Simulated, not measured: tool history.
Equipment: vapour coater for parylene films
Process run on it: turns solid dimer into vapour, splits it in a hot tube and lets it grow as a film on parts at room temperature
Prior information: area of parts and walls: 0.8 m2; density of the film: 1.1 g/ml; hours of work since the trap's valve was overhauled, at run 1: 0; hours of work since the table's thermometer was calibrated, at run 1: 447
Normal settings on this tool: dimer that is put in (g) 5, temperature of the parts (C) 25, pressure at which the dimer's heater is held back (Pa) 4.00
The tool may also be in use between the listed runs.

run	hour	dimer that is put in (g)	temperature of the parts (C)	pressure at which the dimer's heater is held back (Pa)	hours of work since the trap's valve was overhauled	hours of work since the table's thermometer was calibrated	thickness of the film (µm)
1	0.0	5	25	4.00	0	447	2.84
2	13.1	5	25	4.00	10	457	2.85
3	29.5	5	25	4.00	23	470	2.82
4	41.4	5	25	4.00	32	479	2.82
5	50.6	5	25	4.00	39	486	2.81
6	65.3	5	25	4.00	51	498	2.79
7	78.1	5	25	4.00	60	508	2.78
8	88.6	5	25	4.00	69	516	2.78
9	108.6	5	25	4.00	84	531	2.81
10	124.8	5	25	4.00	97	544	2.78
11	140.8	5	25	4.00	109	556	2.75
12	153.7	5	25	4.00	119	566	2.72
13	172.1	5	25	11.73	133	581	2.34
14	184.9	4	21	11.73	143	590	2.19
15	193.7	5	33	4.00	150	597	1.98
16	205.0	5	31	2.91	159	606	2.26
17	218.7	8	31	3.50	169	617	3.47
18	230.7	8	31	3.50	179	626	3.48
19	244.9	5	21	4.62	190	637	3.12
20	262.4	5	21	4.62	203	651	3.10
21	282.8	8	32	11.39	219	666	2.76

Branching from run 21: 5 alternative next runs. What would each branch give?
# hour 297.7: trap's valve overhauled
A	299.2	6	21	11.39	1	676	?
# hour 297.7: trap's valve overhauled
B	299.2	2	32	11.39	1	676	?
# hour 297.7: trap's valve overhauled
C	299.2	5	25	4.47	1	676	?
# hour 297.7: trap's valve overhauled
D	299.2	8	21	11.39	1	676	?
# hour 297.7: trap's valve overhauled
E	299.2	7	29	4.03	1	676	?

run	thickness of the film (µm)
A	3.41
B	0.72
C	2.78
D	4.50
E	3.37
Stripped of hidden state, with their random variation kept, the same runs would have yielded:
run	thickness of the film (µm)
A	3.46
B	0.73
C	2.82
D	4.57
E	3.42
